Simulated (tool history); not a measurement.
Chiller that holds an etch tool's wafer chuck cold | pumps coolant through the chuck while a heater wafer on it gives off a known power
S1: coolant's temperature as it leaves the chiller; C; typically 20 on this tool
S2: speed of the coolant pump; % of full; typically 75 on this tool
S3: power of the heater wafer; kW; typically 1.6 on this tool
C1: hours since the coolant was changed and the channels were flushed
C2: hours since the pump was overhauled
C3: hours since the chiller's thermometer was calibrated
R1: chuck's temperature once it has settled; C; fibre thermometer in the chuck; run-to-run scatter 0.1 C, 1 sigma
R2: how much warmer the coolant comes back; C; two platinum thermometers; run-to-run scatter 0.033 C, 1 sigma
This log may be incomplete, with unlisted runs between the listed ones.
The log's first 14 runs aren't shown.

run	day	S1	S2	S3	C1	C2	C3	R1	R2
15	26.8	20	75	1.6	465	2282	2631	34.1	5.03
16	29.496	20	75	1.6	530	2347	2695	34.2	5.03
# day 29.767: chiller's thermometer calibrated
17	31.871	20	75	1.6	586	2403	51	34.2	5.02
18	34.279	15	89	1.761	644	2461	108	28.6	4.67
19	35.767	15	89	1.761	679	2496	144	28.9	4.55
20	37.525	28	73	0.97	722	2538	186	37	3.13
21	39.008	28	88	2.269	757	2574	222	45.9	6.06
22	40.396	28	88	2.269	790	2607	255	46.1	6.06
# day 40.771: coolant pump overhauled
23	42.658	17	98	0.843	840	45	304	23.3	2.02
24	44.038	10	66	1.138	873	78	338	21.6	4.14
25	45.754	10	66	1.604	914	120	379	26.3	5.83
26	48.288	10	66	1.604	975	180	439	26.4	5.87
27	50.7	24	84	2.015	1033	238	497	41.1	5.73
# day 53.529: coolant pump overhauled, once more
28	53.554	24	66	2.015	1096	1	561	43.6	6.83
29	55.904	24	66	2.015	1153	57	617	43.7	6.86
30	57.025	16	75	1.6	1180	84	644	30	4.85
31	58.754	16	97	1.714	1221	125	686	28.2	4

Branching from run 31: 3 alternative next runs. What would each branch give?
A	60.15	18	75	1.677	1255	159	719	?	?
B	60.15	25	64	1.6	1255	159	719	?	?
C	60.15	22	66	1.714	1255	159	719	?	?

run	R1	R2
A	32.7	5.02
B	40.9	5.71
C	38.7	5.86
With the hidden condition removed and each run's random variation left untouched, the same runs would have given:
run	R1	R2
A	32.3	5
B	40.4	5.68
C	38.2	5.84
